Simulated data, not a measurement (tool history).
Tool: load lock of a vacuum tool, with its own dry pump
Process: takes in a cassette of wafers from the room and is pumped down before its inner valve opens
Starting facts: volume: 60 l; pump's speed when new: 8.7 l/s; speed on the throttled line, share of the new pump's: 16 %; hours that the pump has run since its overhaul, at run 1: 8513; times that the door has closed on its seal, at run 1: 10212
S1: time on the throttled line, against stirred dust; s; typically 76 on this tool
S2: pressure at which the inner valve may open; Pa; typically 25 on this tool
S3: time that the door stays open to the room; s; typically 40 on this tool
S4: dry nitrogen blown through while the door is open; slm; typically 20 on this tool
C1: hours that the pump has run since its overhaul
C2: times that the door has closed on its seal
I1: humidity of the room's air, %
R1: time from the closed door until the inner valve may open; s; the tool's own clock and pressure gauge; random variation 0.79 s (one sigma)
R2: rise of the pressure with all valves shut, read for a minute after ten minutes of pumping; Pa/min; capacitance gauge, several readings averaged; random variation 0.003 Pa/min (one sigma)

run 1 day=0.000 | S1=76 S2=25 S3=40 S4=20 | C1=8513 C2=10212 | I1=47.1 | R1=121.8 R2=0.017
run 2 day=12.671 | S1=76 S2=25 S3=40 S4=20 | C1=8817 C2=11321 | I1=46.2 | R1=122.8 R2=0.014
run 3 day=19.704 | S1=76 S2=25 S3=40 S4=20 | C1=8986 C2=11936 | I1=42.5 | R1=121.5 R2=0.014
run 4 day=31.867 | S1=76 S2=25 S3=40 S4=20 | C1=9277 C2=13000 | I1=43.6 | R1=121.9 R2=0.013
run 5 day=43.979 | S1=76 S2=25 S3=40 S4=20 | C1=9568 C2=14060 | I1=43.1 | R1=120.9 R2=0.014
run 6 day=54.988 | S1=39 S2=25 S3=40 S4=20 | C1=9832 C2=15023 | I1=46.5 | R1=89.6 R2=0.021
run 7 day=63.279 | S1=76 S2=25 S3=40 S4=20 | C1=10031 C2=15748 | I1=51.7 | R1=121.7 R2=0.018
run 8 day=72.446 | S1=76 S2=19 S3=40 S4=20 | C1=10251 C2=16550 | I1=47.5 | R1=124.1 R2=0.015
run 9 day=80.121 | S1=76 S2=19 S3=40 S4=20 | C1=10436 C2=17221 | I1=43.7 | R1=123.5 R2=0.015
run 10 day=89.458 | S1=76 S2=25 S3=40 S4=33 | C1=10660 C2=18038 | I1=47.5 | R1=121.6 R2=0.012
run 11 day=100.075 | S1=76 S2=25 S3=40 S4=33 | C1=10914 C2=18967 | I1=46.2 | R1=121.4 R2=0.007
run 12 day=106.967 | S1=76 S2=25 S3=40 S4=33 | C1=11080 C2=19570 | I1=44.3 | R1=122.3 R2=0.011
run 13 day=116.879 | S1=76 S2=25 S3=45 S4=20 | C1=11318 C2=20437 | I1=43.9 | R1=121.1 R2=0.015
run 14 day=129.258 | S1=76 S2=25 S3=45 S4=20 | C1=11615 C2=21520 | I1=44.5 | R1=122.4 R2=0.020
run 15 day=140.033 | S1=76 S2=25 S3=40 S4=20 | C1=11873 C2=22463 | I1=46.2 | R1=120.2 R2=0.013
run 16 day=152.562 | S1=57 S2=37 S3=40 S4=20 | C1=12174 C2=23559 | I1=45.7 | R1=102.5 R2=0.017
run 17 day=164.250 | S1=76 S2=50 S3=40 S4=28 | C1=12455 C2=24581 | I1=44.2 | R1=117.2 R2=0.015
run 18 day=175.992 | S1=76 S2=50 S3=40 S4=28 | C1=12736 C2=25608 | I1=43.3 | R1=117.2 R2=0.009
run 19 day=188.171 | S1=146 S2=50 S3=49 S4=28 | C1=13029 C2=26674 | I1=46.7 | R1=177.5 R2=0.014
run 20 day=196.896 | S1=117 S2=28 S3=35 S4=38 | C1=13238 C2=27437 | I1=46.3 | R1=153.6 R2=0.011
run 21 day=203.600 | S1=96 S2=41 S3=64 S4=13 | C1=13399 C2=28023 | I1=41.5 | R1=133.9 R2=0.023
run 22 day=215.667 | S1=113 S2=41 S3=64 S4=25 | C1=13689 C2=29079 | I1=42.3 | R1=149.3 R2=0.012
run 23 day=222.500 | S1=41 S2=26 S3=61 S4=8 | C1=13853 C2=29677 | I1=50.8 | R1=91.7 R2=0.033
run 24 day=236.979 | S1=76 S2=21 S3=40 S4=20 | C1=14200 C2=30943 | I1=44.2 | R1=123.2 R2=0.017
run 25 day=247.342 | S1=76 S2=30 S3=40 S4=20 | C1=14449 C2=31850 | I1=46.2 | R1=120.8 R2=0.016
run 26 day=256.404 | S1=76 S2=23 S3=30 S4=20 | C1=14666 C2=32643 | I1=47.3 | R1=121.9 R2=0.012
-- day=265.850 dry pump taken out, an overhauled one fitted
run 27 day=268.658 | S1=84 S2=27 S3=70 S4=6 | C1=67 C2=33693 | I1=44.1 | R1=126.4 R2=0.033
run 28 day=279.429 | S1=51 S2=34 S3=40 S4=11 | C1=326 C2=34635 | I1=43.4 | R1=96.9 R2=0.021
run 29 day=286.975 | S1=76 S2=25 S3=217 S4=8 | C1=507 C2=35295 | I1=45.5 | R1=120.0 R2=0.044
run 30 day=301.075 | S1=76 S2=25 S3=217 S4=8 | C1=845 C2=36529 | I1=41.5 | R1=120.3 R2=0.045

Each row is a separate what-if for the run after 30, all from the same tool condition, not one after another. Results?
run A day=315.883 | S1=121 S2=25 S3=217 S4=29 | C1=1201 C2=37824 | I1=44.1 | R1=? R2=?
run B day=315.883 | S1=76 S2=25 S3=157 S4=20 | C1=1201 C2=37824 | I1=47.3 | R1=? R2=?
run C day=315.883 | S1=48 S2=46 S3=217 S4=10 | C1=1201 C2=37824 | I1=48.0 | R1=? R2=?
run D day=315.883 | S1=76 S2=31 S3=52 S4=8 | C1=1201 C2=37824 | I1=46.8 | R1=? R2=?
run E day=315.883 | S1=76 S2=25 S3=217 S4=20 | C1=1201 C2=37824 | I1=46.6 | R1=? R2=?

run=A R1=159.3 R2=0.023
run=B R1=121.2 R2=0.022
run=C R1=94.2 R2=0.042
run=D R1=119.3 R2=0.031
run=E R1=121.9 R2=0.027
What these runs would have given with no unlogged condition in the tool:
run=A R1=159.3 R2=0.022
run=B R1=121.2 R2=0.021
run=C R1=94.2 R2=0.042
run=D R1=119.3 R2=0.030
run=E R1=121.9 R2=0.027

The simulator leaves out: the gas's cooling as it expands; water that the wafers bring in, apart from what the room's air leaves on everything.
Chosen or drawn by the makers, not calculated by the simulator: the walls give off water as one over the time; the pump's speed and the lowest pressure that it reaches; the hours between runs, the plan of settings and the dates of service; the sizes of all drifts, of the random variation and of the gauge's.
